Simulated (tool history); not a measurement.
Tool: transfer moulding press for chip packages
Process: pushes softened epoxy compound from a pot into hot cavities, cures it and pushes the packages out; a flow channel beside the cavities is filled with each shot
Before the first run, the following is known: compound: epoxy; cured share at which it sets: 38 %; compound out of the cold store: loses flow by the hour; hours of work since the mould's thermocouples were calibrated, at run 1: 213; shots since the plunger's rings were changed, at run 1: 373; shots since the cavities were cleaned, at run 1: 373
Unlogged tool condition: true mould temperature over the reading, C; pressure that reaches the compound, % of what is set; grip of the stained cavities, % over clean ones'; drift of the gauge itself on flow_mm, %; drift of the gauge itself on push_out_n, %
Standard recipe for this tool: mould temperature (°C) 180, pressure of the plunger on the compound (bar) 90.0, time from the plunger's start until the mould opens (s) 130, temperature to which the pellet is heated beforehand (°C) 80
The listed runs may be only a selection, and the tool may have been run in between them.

| run | hour | mould temperature (°C) | pressure of the plunger on the compound (bar) | time from the plunger's start until the mould opens (s) | temperature to which the pellet is heated beforehand (°C) | hours of work since the mould's thermocouples were calibrated | shots since the plunger's rings were changed | shots since the cavities were cleaned | incoming compound's hours out of the cold store | length that the compound runs in the flow channel (mm) | greatest force on the pins that push the packages out (N) |
|---|---|---|---|---|---|---|---|---|---|---|---|
| 1 | 0.0 | 180 | 90.0 | 130 | 80 | 213 | 373 | 373 | 30.9 | 761 | 382 |
| 2 | 13.0 | 180 | 90.0 | 130 | 79 | 223 | 522 | 522 | 34.1 | 742 | 404 |
| 3 | 28.1 | 180 | 90.0 | 130 | 79 | 235 | 695 | 695 | 43.7 | 719 | 398 |
|  | 43.5 | cavities cleaned with cleaning compound and waxed |
| 4 | 46.1 | 180 | 90.0 | 130 | 79 | 248 | 884 | 29 | 23.8 | 784 | 292 |
| 5 | 64.6 | 180 | 90.0 | 130 | 79 | 263 | 1098 | 243 | 23.1 | 800 | 348 |
| 6 | 75.4 | 180 | 90.0 | 130 | 79 | 271 | 1222 | 367 | 10.3 | 856 | 390 |
| 7 | 95.6 | 180 | 90.0 | 130 | 80 | 287 | 1454 | 599 | 35.4 | 724 | 381 |
| 8 | 107.5 | 180 | 90.0 | 130 | 80 | 296 | 1591 | 736 | 41.4 | 715 | 390 |
|  | 119.1 | cavities cleaned with cleaning compound and waxed |
| 9 | 126.7 | 180 | 90.0 | 130 | 89 | 310 | 1793 | 87 | 34.3 | 728 | 296 |
| 10 | 147.4 | 180 | 90.0 | 130 | 80 | 326 | 2031 | 325 | 18.8 | 795 | 369 |
| 11 | 163.4 | 180 | 90.0 | 130 | 80 | 339 | 2215 | 509 | 45.4 | 691 | 405 |
| 12 | 176.7 | 180 | 90.0 | 130 | 80 | 349 | 2368 | 662 | 45.4 | 680 | 395 |
| 13 | 191.9 | 180 | 90.0 | 130 | 85 | 361 | 2542 | 836 | 30.8 | 747 | 423 |
|  | 194.7 | cavities cleaned with cleaning compound and waxed |
| 14 | 202.7 | 180 | 90.0 | 130 | 80 | 368 | 2649 | 92 | 37.4 | 716 | 292 |
| 15 | 218.5 | 180 | 90.0 | 169 | 80 | 381 | 2830 | 273 | 25.4 | 771 | 313 |
| 16 | 239.8 | 180 | 90.0 | 169 | 80 | 397 | 3075 | 518 | 12.6 | 814 | 353 |
| 17 | 258.7 | 188 | 90.0 | 130 | 84 | 412 | 3292 | 735 | 39.8 | 674 | 365 |
|  | 267.9 | mould's thermocouples calibrated |
|  | 272.4 | cavities cleaned with cleaning compound and waxed |
| 18 | 280.8 | 186 | 90.0 | 130 | 84 | 9 | 3506 | 96 | 24.3 | 741 | 285 |
| 19 | 298.2 | 186 | 90.0 | 130 | 84 | 23 | 3705 | 295 | 23.8 | 748 | 321 |
| 20 | 316.4 | 186 | 90.0 | 130 | 86 | 37 | 3914 | 504 | 47.1 | 658 | 346 |
| 21 | 325.4 | 186 | 86.9 | 130 | 77 | 44 | 4018 | 608 | 46.4 | 635 | 357 |
| 22 | 341.9 | 186 | 86.9 | 130 | 77 | 57 | 4207 | 797 | 44.1 | 641 | 372 |
|  | 348.4 | cavities cleaned with cleaning compound and waxed |
| 23 | 359.4 | 180 | 75.3 | 130 | 80 | 69 | 4391 | 127 | 46.4 | 596 | 311 |
|  | 365.7 | plunger's sealing rings changed |
| 24 | 382.5 | 180 | 75.3 | 130 | 80 | 86 | 193 | 363 | 15.6 | 765 | 374 |
| 25 | 397.9 | 179 | 80.9 | 130 | 80 | 98 | 371 | 541 | 38.1 | 699 | 426 |
| 26 | 417.6 | 176 | 72.4 | 130 | 80 | 113 | 597 | 767 | 28.5 | 699 | 480 |
|  | 426.9 | cavities cleaned with cleaning compound and waxed |
| 27 | 437.5 | 174 | 90.0 | 162 | 80 | 127 | 809 | 122 | 32.9 | 760 | 296 |
| 28 | 457.7 | 174 | 90.0 | 162 | 80 | 143 | 1040 | 353 | 25.0 | 796 | 363 |
| 29 | 467.1 | 174 | 90.0 | 162 | 80 | 151 | 1148 | 461 | 23.9 | 802 | 388 |

What if the next run were any one of these 3? Each begins from the tool's condition after run 29:
| A | 476.8 | 181 | 97.0 | 162 | 80 | 158 | 1260 | 573 | 39.0 | ? | ? |
| B | 476.8 | 180 | 109.1 | 130 | 80 | 158 | 1260 | 573 | 20.6 | ? | ? |
| C | 476.8 | 186 | 90.0 | 162 | 75 | 158 | 1260 | 573 | 27.0 | ? | ? |

| run | length that the compound runs in the flow channel (mm) | greatest force on the pins that push the packages out (N) |
|---|---|---|
| A | 750 | 352 |
| B | 869 | 401 |
| C | 757 | 364 |
What these runs would have given with no unlogged condition in the tool:
| run | length that the compound runs in the flow channel (mm) | greatest force on the pins that push the packages out (N) |
|---|---|---|
| A | 767 | 240 |
| B | 889 | 275 |
| C | 774 | 248 |
